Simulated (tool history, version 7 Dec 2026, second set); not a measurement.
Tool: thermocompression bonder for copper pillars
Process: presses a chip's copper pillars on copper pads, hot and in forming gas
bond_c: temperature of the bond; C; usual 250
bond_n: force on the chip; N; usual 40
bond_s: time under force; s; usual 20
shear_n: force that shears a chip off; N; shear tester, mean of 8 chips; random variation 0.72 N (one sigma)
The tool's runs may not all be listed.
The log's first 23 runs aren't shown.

| run | hour | bond_c | bond_n | bond_s | hours of work since the heater was calibrated | hours of work since the force cell was calibrated | hours of work since the gas filter was changed | shear_n |
|---|---|---|---|---|---|---|---|---|
| 24 | 925.8 | 237 | 51 | 11 | 581 | 544 | 185 | 38.5 |
| 25 | 953.0 | 237 | 51 | 48 | 596 | 560 | 200 | 67.1 |
| 26 | 989.1 | 237 | 51 | 48 | 617 | 580 | 220 | 65.6 |
| 27 | 1022.6 | 237 | 51 | 48 | 635 | 598 | 239 | 66.8 |
| 28 | 1065.2 | 250 | 48 | 20 | 659 | 622 | 263 | 54.9 |
| 29 | 1114.9 | 246 | 44 | 13 | 687 | 650 | 291 | 38.7 |
| 30 | 1144.8 | 278 | 40 | 11 | 704 | 667 | 308 | 52.2 |
|  | 1192.3 | forming gas filter changed |
| 31 | 1197.7 | 273 | 40 | 11 | 733 | 696 | 3 | 56.9 |
| 32 | 1245.5 | 261 | 40 | 33 | 760 | 723 | 30 | 70.6 |
| 33 | 1283.2 | 269 | 48 | 12 | 781 | 744 | 51 | 61.9 |
| 34 | 1331.8 | 228 | 59 | 18 | 808 | 771 | 78 | 50.1 |
| 35 | 1378.7 | 228 | 59 | 18 | 835 | 798 | 104 | 47.6 |
| 36 | 1420.8 | 228 | 59 | 18 | 858 | 821 | 128 | 46.0 |
| 37 | 1479.1 | 228 | 39 | 18 | 891 | 854 | 161 | 31.5 |
| 38 | 1522.4 | 228 | 39 | 18 | 915 | 878 | 185 | 30.7 |
| 39 | 1559.2 | 228 | 39 | 18 | 936 | 899 | 205 | 31.6 |

3 ways to go on from here, each from the tool as it stands after run 39. What would each give?
| A | 1584.9 | 259 | 55 | 18 | 950 | 913 | 220 | ? |
| B | 1584.9 | 252 | 29 | 23 | 950 | 913 | 220 | ? |
| C | 1584.9 | 275 | 31 | 14 | 950 | 913 | 220 | ? |

| run | shear_n |
|---|---|
| A | 66.4 |
| B | 37.4 |
| C | 44.9 |
Without the tool's hidden state the same runs would have given:
| run | shear_n |
|---|---|
| A | 73.5 |
| B | 41.7 |
| C | 49.6 |
